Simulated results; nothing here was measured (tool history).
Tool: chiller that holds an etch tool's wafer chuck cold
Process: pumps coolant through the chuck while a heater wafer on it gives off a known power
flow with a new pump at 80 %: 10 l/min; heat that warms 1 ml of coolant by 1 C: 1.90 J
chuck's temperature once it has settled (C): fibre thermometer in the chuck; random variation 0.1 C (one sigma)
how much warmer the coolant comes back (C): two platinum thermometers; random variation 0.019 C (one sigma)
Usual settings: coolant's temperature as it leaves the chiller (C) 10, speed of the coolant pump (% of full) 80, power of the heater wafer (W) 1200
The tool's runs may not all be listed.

run,hour,coolant's temperature as it leaves the chiller (C),speed of the coolant pump (% of full),power of the heater wafer (W),chuck's temperature once it has settled (C),how much warmer the coolant comes back (C)
1,0.0,10,80,1200,24.7,3.84
2,46.3,10,80,1200,24.7,3.88
3,67.6,10,67,1200,26.9,4.66
4,113.3,10,67,1200,26.7,4.69
5,157.1,10,67,1200,26.8,4.66
6,182.8,10,67,1200,26.8,4.68
7,213.3,10,67,1200,26.9,4.68
8,251.1,10,80,1200,24.6,3.90
9,292.3,10,80,1200,24.8,3.91
10,334.3,10,80,1200,24.8,3.91
11,359.4,10,80,1200,24.7,3.89
12,388.8,3,80,1200,17.9,3.92
# hour 396.9: coolant pump overhauled
13,434.1,10,80,1200,24.8,3.91
14,476.8,10,80,1200,25.0,3.91
15,507.8,19,80,1200,33.9,3.96
16,529.4,19,80,614,26.7,2.02
17,561.4,5,91,1200,18.6,3.42
# hour 587.0: coolant pump overhauled, once more
18,610.0,3,91,725,10.8,1.98
19,649.5,11,97,1159,23.5,3.02
20,681.4,11,97,1159,23.4,3.03
21,724.1,10,68,649,18.8,2.40
22,762.7,4,78,1016,16.6,3.31
# hour 795.6: coolant changed, channels flushed
23,811.6,4,78,1016,14.1,3.30
24,844.7,8,80,1200,19.9,3.81
25,889.0,8,80,847,16.2,2.68
26,919.8,8,80,847,16.2,2.70
27,944.0,17,67,880,27.0,3.34
28,990.5,10,63,1200,24.5,4.82
29,1019.8,4,67,1351,19.7,5.13
30,1061.4,7,75,914,16.6,3.15
31,1106.9,10,87,1200,21.3,3.53

3 ways to go on from here, each from the tool as it stands after run 31. What would each give?
A,1134.3,6,87,628,?,?
B,1134.3,19,60,1239,?,?
C,1134.3,10,75,1194,?,?

run,chuck's temperature once it has settled (C),how much warmer the coolant comes back (C)
A,11.5,1.82
B,34.5,5.28
C,22.6,4.07
Without the tool's hidden state the same runs would have given:
run,chuck's temperature once it has settled (C),how much warmer the coolant comes back (C)
A,12.0,1.81
B,34.7,5.25
C,22.9,4.04
